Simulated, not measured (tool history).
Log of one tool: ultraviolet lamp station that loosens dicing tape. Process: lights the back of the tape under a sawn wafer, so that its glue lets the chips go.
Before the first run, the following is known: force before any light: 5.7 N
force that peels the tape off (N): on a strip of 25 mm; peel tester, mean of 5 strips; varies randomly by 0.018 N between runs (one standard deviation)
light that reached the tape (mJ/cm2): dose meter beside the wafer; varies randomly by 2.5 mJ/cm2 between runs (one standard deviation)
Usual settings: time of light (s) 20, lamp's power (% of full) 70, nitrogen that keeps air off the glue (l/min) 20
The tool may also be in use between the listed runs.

run,day,time of light (s),lamp's power (% of full),nitrogen that keeps air off the glue (l/min),force that peels the tape off (N),light that reached the tape (mJ/cm2)
1,0,20,70,20,1.192,244
2,0.429,20,70,20,1.14,243
3,1.283,20,85,20,0.771,296
4,1.996,20,85,20,0.827,299
5,2.396,20,85,20,0.821,296
6,3.112,20,99,20,0.614,345
7,3.825,20,99,20,0.649,345
8,4.188,20,70,18,1.242,245
9,4.558,20,70,18,1.187,239
10,5.229,20,70,18,1.233,238
11,5.633,20,70,18,1.245,242
12,6.333,20,70,18,1.234,243
13,7.138,20,70,18,1.239,238
14,7.917,20,70,20,1.235,233
15,8.267,20,95,20,0.735,325
16,9.108,20,70,20,1.223,238
17,9.942,20,70,20,1.213,233
18,10.45,10,70,20,2.707,114
19,10.938,10,70,20,2.653,116
20,11.725,10,67,20,2.742,109
21,12.492,10,67,20,2.7,108
22,12.933,10,67,20,2.793,114
23,13.779,10,67,20,2.808,106
24,14.367,27,87,20,0.49,383
25,15.146,32,87,20,0.333,454
26,15.542,12,85,20,1.872,168
27,16.062,15,63,28,1.967,151
28,16.612,10,62,15,3.174,99
29,17.338,10,85,13,2.605,135
30,18.15,16,95,8,1.694,243
31,18.721,16,95,8,1.685,241
# day 18.8: window cleaned of glue's vapour
32,19.117,18,74,8,1.717,239
33,19.662,12,62,17,2.412,135
34,20.417,39,70,35,0.193,488
35,21.188,11,70,35,2.086,137
36,21.779,14,70,34,1.584,173
37,22.142,13,91,23,1.392,201
38,22.912,26,65,26,0.725,297
39,23.542,10,83,20,2.157,145
40,24.112,10,83,20,2.234,143
41,24.954,10,83,16,2.332,142
42,25.579,13,65,13,2.476,145

Each row is a separate what-if for the run after 42, all from the same tool condition, not one after another. Results?
A,26.079,20,88,20,?,?
B,26.079,24,73,20,?,?
C,26.079,16,73,31,?,?
D,26.079,22,64,12,?,?
E,26.079,20,78,10,?,?

run,force that peels the tape off (N),light that reached the tape (mJ/cm2)
A,0.792,308
B,0.794,297
C,1.329,204
D,1.387,245
E,1.372,269
What these runs would have given with no unlogged condition in the tool:
run,force that peels the tape off (N),light that reached the tape (mJ/cm2)
A,0.543,370
B,0.543,358
C,0.997,245
D,1.054,294
E,1.033,323

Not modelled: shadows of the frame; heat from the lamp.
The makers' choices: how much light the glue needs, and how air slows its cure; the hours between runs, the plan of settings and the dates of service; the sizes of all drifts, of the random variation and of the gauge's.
